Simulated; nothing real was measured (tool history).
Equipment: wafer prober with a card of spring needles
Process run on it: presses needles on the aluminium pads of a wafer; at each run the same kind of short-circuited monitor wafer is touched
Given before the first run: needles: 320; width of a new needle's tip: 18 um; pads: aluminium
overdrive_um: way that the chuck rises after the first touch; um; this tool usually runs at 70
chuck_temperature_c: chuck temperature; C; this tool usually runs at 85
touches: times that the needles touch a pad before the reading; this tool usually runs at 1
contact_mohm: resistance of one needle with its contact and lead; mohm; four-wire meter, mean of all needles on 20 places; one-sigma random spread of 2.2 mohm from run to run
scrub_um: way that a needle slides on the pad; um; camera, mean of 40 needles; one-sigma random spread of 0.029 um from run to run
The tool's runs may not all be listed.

run	day	overdrive_um	chuck_temperature_c	touches	contact_mohm	scrub_um
1	0.000	70	85	1	304	14.29
# day 0.104: tips cleaned on abrasive film
# day 0.633: tips cleaned on abrasive film
2	0.975	70	85	1	291	14.26
# day 1.242: tips cleaned on abrasive film
# day 1.771: tips cleaned on abrasive film
3	2.071	70	85	1	296	14.29
# day 2.296: tips cleaned on abrasive film
4	2.688	70	85	1	298	14.23
# day 2.817: tips cleaned on abrasive film
# day 3.333: tips cleaned on abrasive film
5	3.538	70	85	1	284	14.15
# day 3.896: tips cleaned on abrasive film
# day 4.433: tips cleaned on abrasive film
6	4.779	70	85	1	297	14.17
# day 4.967: tips cleaned on abrasive film
# day 5.492: tips cleaned on abrasive film
7	5.492	70	85	1	254	14.07
# day 5.988: tips cleaned on abrasive film
8	6.146	85	85	1	269	17.21
# day 6.562: tips cleaned on abrasive film
9	7.021	70	85	1	304	14.09
# day 7.142: tips cleaned on abrasive film
# day 7.704: tips cleaned on abrasive film
10	7.825	70	43	1	263	14.04
# day 8.262: tips cleaned on abrasive film
# day 8.754: tips cleaned on abrasive film
11	8.804	70	43	1	250	13.96
# day 9.104: height of the first contact set anew
# day 9.288: tips cleaned on abrasive film
# day 9.867: tips cleaned on abrasive film
12	10.042	70	43	1	267	14.54
# day 10.412: tips cleaned on abrasive film
13	10.742	70	43	1	288	14.49
# day 10.938: tips cleaned on abrasive film
# day 11.533: tips cleaned on abrasive film
# day 12.062: tips cleaned on abrasive film
14	12.062	70	43	1	236	14.47
# day 12.617: tips cleaned on abrasive film
15	13.083	61	43	1	313	12.54
# day 13.208: tips cleaned on abrasive film
# day 13.712: tips cleaned on abrasive film
# day 14.300: tips cleaned on abrasive film
16	14.312	61	43	1	251	12.46
# day 14.817: tips cleaned on abrasive film
# day 15.317: tips cleaned on abrasive film
17	15.708	77	54	1	284	15.80
# day 15.908: tips cleaned on abrasive film
# day 16.488: tips cleaned on abrasive film
18	16.533	82	50	1	245	16.73
# day 17.092: tips cleaned on abrasive film
19	17.179	56	94	1	285	11.35
# day 17.588: tips cleaned on abrasive film
# day 18.138: tips cleaned on abrasive film
20	18.392	56	94	1	321	11.32

Estimate the outcome of run 21 from the log above:
# day 18.654: tips cleaned on abrasive film
# day 19.154: tips cleaned on abrasive film
21	19.375	72	94	1	?	?

{"run 21": {"contact_mohm": 289, "scrub_um": 14.57}}
Minus the tool's unlogged condition, the same run would have read contact_mohm 242 mohm, scrub_um 14.97 um.
